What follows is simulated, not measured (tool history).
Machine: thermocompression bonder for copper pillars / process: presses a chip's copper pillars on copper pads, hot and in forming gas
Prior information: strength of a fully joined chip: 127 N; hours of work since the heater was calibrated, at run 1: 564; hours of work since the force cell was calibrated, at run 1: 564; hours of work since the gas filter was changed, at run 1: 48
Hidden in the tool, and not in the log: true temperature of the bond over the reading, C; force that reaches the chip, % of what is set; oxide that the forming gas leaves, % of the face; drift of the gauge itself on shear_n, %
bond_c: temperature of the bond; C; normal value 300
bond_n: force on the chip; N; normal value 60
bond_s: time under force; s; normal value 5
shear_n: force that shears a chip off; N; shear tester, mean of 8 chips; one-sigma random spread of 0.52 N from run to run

run,hour,bond_c,bond_n,bond_s,hours of work since the heater was calibrated,hours of work since the force cell was calibrated,hours of work since the gas filter was changed,shear_n
1,0.0,300,60,5,564,564,48,87.1
2,23.8,313,60,5,581,581,65,92.9
3,55.6,313,60,8,604,604,87,100.8
4,114.2,313,60,8,645,645,129,100.3
5,167.8,300,60,9,683,683,167,96.5
6,200.0,300,60,9,706,706,190,97.0
7,235.6,300,60,9,731,731,215,95.5
# hour 256.2: forming gas filter changed
8,285.4,300,60,5,766,766,21,89.0
9,340.8,300,60,5,805,805,60,87.9
10,391.1,303,60,5,841,841,96,88.7
11,444.6,303,60,5,879,879,134,88.3
12,468.8,303,74,5,896,896,151,100.2
13,521.4,300,60,5,934,934,188,86.3
14,548.6,273,65,7,953,953,207,85.6
15,577.5,281,54,4,973,973,228,64.7
# hour 581.4: forming gas filter changed
16,611.7,324,51,5,997,997,21,91.4
17,643.2,283,60,6,1020,1020,44,85.9
18,674.7,300,47,5,1042,1042,66,74.0
19,724.4,300,47,5,1077,1077,101,73.6
20,763.3,324,49,3,1105,1105,129,75.4
21,794.7,300,86,5,1127,1127,151,106.7
22,825.4,300,68,6,1149,1149,173,98.0
23,879.3,319,85,6,1187,1187,211,111.9
# hour 905.1: forming gas filter changed
24,907.9,319,85,4,1207,1207,2,114.5
25,951.8,319,85,4,1238,1238,33,113.0

Consider 5 possible next runs. They are alternatives, not a sequence: every one starts from the tool as it was left by run 25. What does each give?
A,991.0,327,64,7,1266,1266,61,?
B,991.0,323,54,10,1266,1266,61,?
C,991.0,274,59,3,1266,1266,61,?
D,991.0,300,65,3,1266,1266,61,?
E,991.0,300,85,4,1266,1266,61,?

run,shear_n
A,112.4
B,107.7
C,65.5
D,84.3
E,106.5
The same runs, with their run-to-run variation unchanged, on a tool lacking any hidden condition would have given:
run,shear_n
A,109.2
B,104.0
C,59.2
D,78.2
E,102.1
